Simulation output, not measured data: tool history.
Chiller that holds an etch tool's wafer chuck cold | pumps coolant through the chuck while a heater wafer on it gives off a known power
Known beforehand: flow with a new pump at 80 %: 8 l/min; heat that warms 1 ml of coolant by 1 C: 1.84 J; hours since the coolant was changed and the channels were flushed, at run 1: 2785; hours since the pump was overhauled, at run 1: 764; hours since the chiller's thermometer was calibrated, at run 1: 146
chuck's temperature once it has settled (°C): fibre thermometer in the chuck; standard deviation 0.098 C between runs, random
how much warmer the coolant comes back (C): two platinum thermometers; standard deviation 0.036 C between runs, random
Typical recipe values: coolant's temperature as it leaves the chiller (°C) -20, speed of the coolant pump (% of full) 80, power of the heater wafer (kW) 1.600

run	hour	coolant's temperature as it leaves the chiller (°C)	speed of the coolant pump (% of full)	power of the heater wafer (kW)	hours since the coolant was changed and the channels were flushed	hours since the pump was overhauled	hours since the chiller's thermometer was calibrated	chuck's temperature once it has settled (°C)	how much warmer the coolant comes back (C)
1	0.0	-20	80	1.600	2785	764	146	-7.69	6.53
2	118.4	-20	80	1.600	2904	882	265	-7.81	6.59
3	178.0	-20	80	1.600	2964	942	324	-7.84	6.55
4	261.4	-20	80	1.600	3047	1025	408	-7.76	6.62
5	332.8	-20	80	1.733	3118	1096	479	-6.87	7.14
6	393.1	-20	80	2.316	3179	1157	539	-2.26	9.54
7	525.7	-20	80	2.316	3311	1289	672	-2.21	9.50
8	643.3	-20	80	2.316	3429	1407	790	-2.12	9.53
9	723.4	-20	76	2.316	3509	1487	870	-1.38	10.03
10	807.1	-20	60	1.600	3593	1571	953	-4.92	8.75
11	879.7	-20	60	1.600	3665	1643	1026	-4.81	8.67
12	994.7	-20	60	1.600	3780	1758	1141	-5.18	8.68
# hour 1003.4: chiller's thermometer calibrated
13	1110.5	-20	60	1.600	3895	1873	107	-4.93	8.72
14	1189.9	-20	80	1.600	3974	1952	187	-7.70	6.65
15	1284.8	-20	80	1.600	4069	2047	281	-7.78	6.61
16	1343.8	-24	80	1.600	4128	2106	340	-11.70	6.64
# hour 1437.2: chiller's thermometer calibrated, once more
17	1462.0	-10	97	1.438	4245	2224	25	-0.09	4.96
18	1548.1	-28	80	1.600	4332	2310	111	-15.45	6.65
19	1608.5	-17	97	0.884	4392	2370	171	-10.80	3.10
20	1730.3	-23	80	1.684	4514	2492	293	-9.68	7.03
21	1862.2	-23	80	1.684	4646	2624	425	-9.65	7.05
22	1988.3	-14	70	1.421	4772	2750	551	-1.71	6.74
23	2049.9	-27	78	2.325	4833	2811	613	-8.30	9.92
24	2108.1	-27	78	2.325	4892	2870	671	-8.29	9.98
25	2215.6	-27	78	2.325	4999	2977	778	-8.23	10.02
26	2341.3	-27	78	2.325	5125	3103	904	-8.26	10.00
27	2461.4	-20	70	0.808	5245	3223	1024	-13.14	3.88
28	2566.3	-20	70	0.808	5350	3328	1129	-12.87	3.86
29	2675.4	-20	71	1.559	5459	3437	1238	-6.40	7.34
30	2762.4	-23	80	2.198	5546	3524	1325	-5.43	9.28
31	2875.7	-23	80	1.355	5659	3637	1438	-12.27	5.75

Some steps in chuck's temperature once it has settled (°C) between neighbouring runs. How much of each would the tool show without its hidden state too (settings, what came in, random variation), and how much is left for the hidden state, with any gauge scatter that isn't in both results?
Hidden state at play: heat passed by the chuck's channels, % of clean ones'; flow at a given pump speed, % of a new pump's; coolant's true temperature over the reading, C; drift of the gauge itself on chuck_c, C; drift of the gauge itself on warmer_back_c, C.
Run 16 -> 17: coolant's temperature as it leaves the chiller (°C) -24 -> -10, speed of the coolant pump (% of full) 80 -> 97, power of the heater wafer (kW) 1.600 -> 1.438, chiller's thermometer calibrated, once more. chuck's temperature once it has settled (°C) +11.61: hidden state +0.18, all else +11.43.
Run 17 -> 18: coolant's temperature as it leaves the chiller (°C) -10 -> -28, speed of the coolant pump (% of full) 97 -> 80, power of the heater wafer (kW) 1.438 -> 1.600. chuck's temperature once it has settled (°C) -15.36: hidden state +0.13, all else -15.49.
Run 21 -> 22: coolant's temperature as it leaves the chiller (°C) -23 -> -14, speed of the coolant pump (% of full) 80 -> 70, power of the heater wafer (kW) 1.684 -> 1.421. chuck's temperature once it has settled (°C) +7.94: hidden state -0.04, all else +7.98.
Run 26 -> 27: coolant's temperature as it leaves the chiller (°C) -27 -> -20, speed of the coolant pump (% of full) 78 -> 70, power of the heater wafer (kW) 2.325 -> 0.808. chuck's temperature once it has settled (°C) -4.88: hidden state -0.72, all else -4.16.
Run 28 -> 29: speed of the coolant pump (% of full) 70 -> 71, power of the heater wafer (kW) 0.808 -> 1.559. chuck's temperature once it has settled (°C) +6.47: hidden state +0.43, all else +6.04.
Run 30 -> 31: power of the heater wafer (kW) 2.198 -> 1.355. chuck's temperature once it has settled (°C) -6.84: hidden state -0.45, all else -6.39.
